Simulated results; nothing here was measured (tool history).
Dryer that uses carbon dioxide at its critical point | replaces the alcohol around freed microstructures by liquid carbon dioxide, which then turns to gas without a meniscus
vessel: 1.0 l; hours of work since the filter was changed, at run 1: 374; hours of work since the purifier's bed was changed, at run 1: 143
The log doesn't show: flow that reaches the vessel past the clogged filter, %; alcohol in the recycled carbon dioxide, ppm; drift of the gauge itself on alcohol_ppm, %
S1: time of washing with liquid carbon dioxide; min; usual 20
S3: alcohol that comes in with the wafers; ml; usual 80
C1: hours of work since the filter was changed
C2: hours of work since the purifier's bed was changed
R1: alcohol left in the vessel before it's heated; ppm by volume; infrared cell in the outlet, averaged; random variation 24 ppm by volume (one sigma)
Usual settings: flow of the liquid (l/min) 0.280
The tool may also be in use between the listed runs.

run 1 hour=0.0 | S1=20 flow_of_the_liquid_(l/min)=0.280 S3=80 | C1=374 C2=143 | R1=2082
run 2 hour=22.9 | S1=20 flow_of_the_liquid_(l/min)=0.280 S3=59 | C1=384 C2=153 | R1=1566
run 3 hour=39.6 | S1=20 flow_of_the_liquid_(l/min)=0.280 S3=59 | C1=392 C2=160 | R1=1600
run 4 hour=58.4 | S1=20 flow_of_the_liquid_(l/min)=0.280 S3=59 | C1=400 C2=169 | R1=1610
run 5 hour=91.7 | S1=20 flow_of_the_liquid_(l/min)=0.280 S3=38 | C1=415 C2=183 | R1=1043
run 6 hour=113.3 | S1=20 flow_of_the_liquid_(l/min)=0.280 S3=80 | C1=424 C2=193 | R1=2152
run 7 hour=130.0 | S1=14 flow_of_the_liquid_(l/min)=0.280 S3=80 | C1=432 C2=200 | R1=6424
run 8 hour=169.3 | S1=20 flow_of_the_liquid_(l/min)=0.280 S3=80 | C1=449 C2=218 | R1=2255
-- hour=180.6 inlet filter changed
run 9 hour=208.2 | S1=20 flow_of_the_liquid_(l/min)=0.280 S3=80 | C1=12 C2=234 | R1=1583
run 10 hour=248.3 | S1=15 flow_of_the_liquid_(l/min)=0.280 S3=80 | C1=30 C2=252 | R1=4172
run 11 hour=280.8 | S1=20 flow_of_the_liquid_(l/min)=0.179 S3=80 | C1=44 C2=266 | R1=7261
run 12 hour=304.7 | S1=20 flow_of_the_liquid_(l/min)=0.179 S3=80 | C1=55 C2=277 | R1=7048
run 13 hour=324.0 | S1=20 flow_of_the_liquid_(l/min)=0.280 S3=80 | C1=63 C2=285 | R1=1631
run 14 hour=364.0 | S1=20 flow_of_the_liquid_(l/min)=0.280 S3=80 | C1=81 C2=303 | R1=1623
run 15 hour=390.9 | S1=20 flow_of_the_liquid_(l/min)=0.280 S3=80 | C1=93 C2=315 | R1=1671
run 16 hour=407.3 | S1=20 flow_of_the_liquid_(l/min)=0.446 S3=80 | C1=100 C2=322 | R1=174
run 17 hour=432.7 | S1=20 flow_of_the_liquid_(l/min)=0.188 S3=80 | C1=111 C2=333 | R1=6385
run 18 hour=457.1 | S1=20 flow_of_the_liquid_(l/min)=0.188 S3=80 | C1=122 C2=344 | R1=6604
run 19 hour=495.6 | S1=20 flow_of_the_liquid_(l/min)=0.188 S3=80 | C1=139 C2=361 | R1=6448
run 20 hour=522.2 | S1=20 flow_of_the_liquid_(l/min)=0.188 S3=80 | C1=151 C2=373 | R1=6646
run 21 hour=546.0 | S1=20 flow_of_the_liquid_(l/min)=0.188 S3=80 | C1=161 C2=383 | R1=6555
run 22 hour=569.5 | S1=17 flow_of_the_liquid_(l/min)=0.188 S3=80 | C1=172 C2=394 | R1=9688
run 23 hour=590.0 | S1=20 flow_of_the_liquid_(l/min)=0.280 S3=80 | C1=181 C2=403 | R1=1865
run 24 hour=621.5 | S1=18 flow_of_the_liquid_(l/min)=0.280 S3=80 | C1=195 C2=417 | R1=2699
run 25 hour=655.7 | S1=18 flow_of_the_liquid_(l/min)=0.280 S3=80 | C1=210 C2=432 | R1=2797
run 26 hour=683.0 | S1=28 flow_of_the_liquid_(l/min)=0.280 S3=53 | C1=222 C2=444 | R1=336
run 27 hour=720.9 | S1=24 flow_of_the_liquid_(l/min)=0.280 S3=53 | C1=239 C2=461 | R1=655
run 28 hour=761.2 | S1=24 flow_of_the_liquid_(l/min)=0.468 S3=22 | C1=256 C2=478 | R1=72
run 29 hour=797.1 | S1=24 flow_of_the_liquid_(l/min)=0.215 S3=22 | C1=272 C2=494 | R1=810
run 30 hour=817.1 | S1=16 flow_of_the_liquid_(l/min)=0.224 S3=33 | C1=281 C2=503 | R1=3269
run 31 hour=855.4 | S1=30 flow_of_the_liquid_(l/min)=0.197 S3=80 | C1=298 C2=520 | R1=1846
run 32 hour=888.7 | S1=23 flow_of_the_liquid_(l/min)=0.212 S3=55 | C1=313 C2=535 | R1=2419
run 33 hour=926.0 | S1=23 flow_of_the_liquid_(l/min)=0.212 S3=55 | C1=329 C2=551 | R1=2449
run 34 hour=965.6 | S1=23 flow_of_the_liquid_(l/min)=0.212 S3=55 | C1=347 C2=569 | R1=2444
run 35 hour=982.2 | S1=20 flow_of_the_liquid_(l/min)=0.371 S3=40 | C1=354 C2=576 | R1=358
run 36 hour=1011.4 | S1=20 flow_of_the_liquid_(l/min)=0.366 S3=80 | C1=367 C2=589 | R1=689
run 37 hour=1048.0 | S1=20 flow_of_the_liquid_(l/min)=0.366 S3=80 | C1=383 C2=605 | R1=700
run 38 hour=1065.6 | S1=17 flow_of_the_liquid_(l/min)=0.180 S3=80 | C1=391 C2=613 | R1=11649
run 39 hour=1090.8 | S1=17 flow_of_the_liquid_(l/min)=0.180 S3=80 | C1=402 C2=624 | R1=11902
run 40 hour=1115.2 | S1=15 flow_of_the_liquid_(l/min)=0.180 S3=71 | C1=413 C2=635 | R1=13213
run 41 hour=1144.3 | S1=16 flow_of_the_liquid_(l/min)=0.446 S3=80 | C1=426 C2=648 | R1=785
run 42 hour=1173.2 | S1=23 flow_of_the_liquid_(l/min)=0.320 S3=80 | C1=438 C2=660 | R1=764
run 43 hour=1199.5 | S1=22 flow_of_the_liquid_(l/min)=0.411 S3=80 | C1=450 C2=672 | R1=298
-- hour=1207.9 inlet filter changed
run 44 hour=1226.3 | S1=12 flow_of_the_liquid_(l/min)=0.280 S3=80 | C1=8 C2=683 | R1=7634
run 45 hour=1261.4 | S1=12 flow_of_the_liquid_(l/min)=0.434 S3=70 | C1=24 C2=699 | R1=1619
run 46 hour=1299.3 | S1=29 flow_of_the_liquid_(l/min)=0.244 S3=88 | C1=40 C2=716 | R1=746
run 47 hour=1318.4 | S1=27 flow_of_the_liquid_(l/min)=0.280 S3=97 | C1=49 C2=724 | R1=591

Forecast each of these 3 alternatives for the next run:
run A hour=1338.4 | S1=16 flow_of_the_liquid_(l/min)=0.319 S3=97 | C1=58 C2=733 | R1=?
run B hour=1338.4 | S1=20 flow_of_the_liquid_(l/min)=0.392 S3=80 | C1=58 C2=733 | R1=?
run C hour=1338.4 | S1=17 flow_of_the_liquid_(l/min)=0.280 S3=34 | C1=58 C2=733 | R1=?

run=A R1=2782
run=B R1=381
run=C R1=1303
Without the tool's hidden state the same runs would have given:
run=A R1=2579
run=B R1=279
run=C R1=1169
